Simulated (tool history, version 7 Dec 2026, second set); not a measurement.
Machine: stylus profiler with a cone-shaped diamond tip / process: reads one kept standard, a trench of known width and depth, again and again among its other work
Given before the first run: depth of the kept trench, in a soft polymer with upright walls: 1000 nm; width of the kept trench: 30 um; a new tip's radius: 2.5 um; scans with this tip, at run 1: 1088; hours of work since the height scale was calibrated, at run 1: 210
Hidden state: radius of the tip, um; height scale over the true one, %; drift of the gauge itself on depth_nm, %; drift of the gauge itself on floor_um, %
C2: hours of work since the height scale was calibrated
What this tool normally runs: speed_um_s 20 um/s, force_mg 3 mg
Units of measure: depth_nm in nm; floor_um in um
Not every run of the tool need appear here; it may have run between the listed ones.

run 1 hour=0 | speed_um_s=20 force_mg=3 | scans_with_this_tip=1088 C2=210 | depth_nm=1015.78 floor_um=25.71
run 2 hour=7.1 | speed_um_s=20 force_mg=2.97 | scans_with_this_tip=1105 C2=214 | depth_nm=1015.34 floor_um=25.69
run 3 hour=17.6 | speed_um_s=20 force_mg=1.03 | scans_with_this_tip=1132 C2=219 | depth_nm=1007.66 floor_um=25.64
run 4 hour=33 | speed_um_s=20 force_mg=1.03 | scans_with_this_tip=1171 C2=227 | depth_nm=1008.07 floor_um=25.66
run 5 hour=41.2 | speed_um_s=20 force_mg=1.03 | scans_with_this_tip=1192 C2=231 | depth_nm=1007.55 floor_um=25.65
run 6 hour=55.1 | speed_um_s=25 force_mg=1.03 | scans_with_this_tip=1227 C2=237 | depth_nm=1007.6 floor_um=25.65
run 7 hour=70.9 | speed_um_s=25 force_mg=1.03 | scans_with_this_tip=1267 C2=245 | depth_nm=1007.59 floor_um=25.61
run 8 hour=87.2 | speed_um_s=51 force_mg=3 | scans_with_this_tip=1308 C2=253 | depth_nm=1015.66 floor_um=25.55
run 9 hour=99.5 | speed_um_s=11 force_mg=3 | scans_with_this_tip=1339 C2=259 | depth_nm=1015.77 floor_um=25.6
run 10 hour=112.9 | speed_um_s=8 force_mg=3 | scans_with_this_tip=1373 C2=266 | depth_nm=1015.37 floor_um=25.64
run 11 hour=128.7 | speed_um_s=8 force_mg=3 | scans_with_this_tip=1413 C2=273 | depth_nm=1015.47 floor_um=25.68
run 12 hour=139.1 | speed_um_s=20 force_mg=1.12 | scans_with_this_tip=1439 C2=279 | depth_nm=1008 floor_um=25.54
run 13 hour=153.1 | speed_um_s=20 force_mg=3 | scans_with_this_tip=1475 C2=285 | depth_nm=1015.54 floor_um=25.64
run 14 hour=168.2 | speed_um_s=20 force_mg=3 | scans_with_this_tip=1513 C2=293 | depth_nm=1015.52 floor_um=25.58
run 15 hour=179.9 | speed_um_s=20 force_mg=3 | scans_with_this_tip=1542 C2=298 | depth_nm=1015.69 floor_um=25.57

Run 16 is up next; what results do you expect?
run 16 hour=192 | speed_um_s=19 force_mg=1.13 | scans_with_this_tip=1573 C2=304 | depth_nm=? floor_um=?

Logged for run 16: depth_nm 1008.24 nm, floor_um 25.56 um.
Take away the tool's hidden state, keep the run-to-run variation as it was, and the same run would have given depth_nm 1008.13 nm, floor_um 25.97 um.
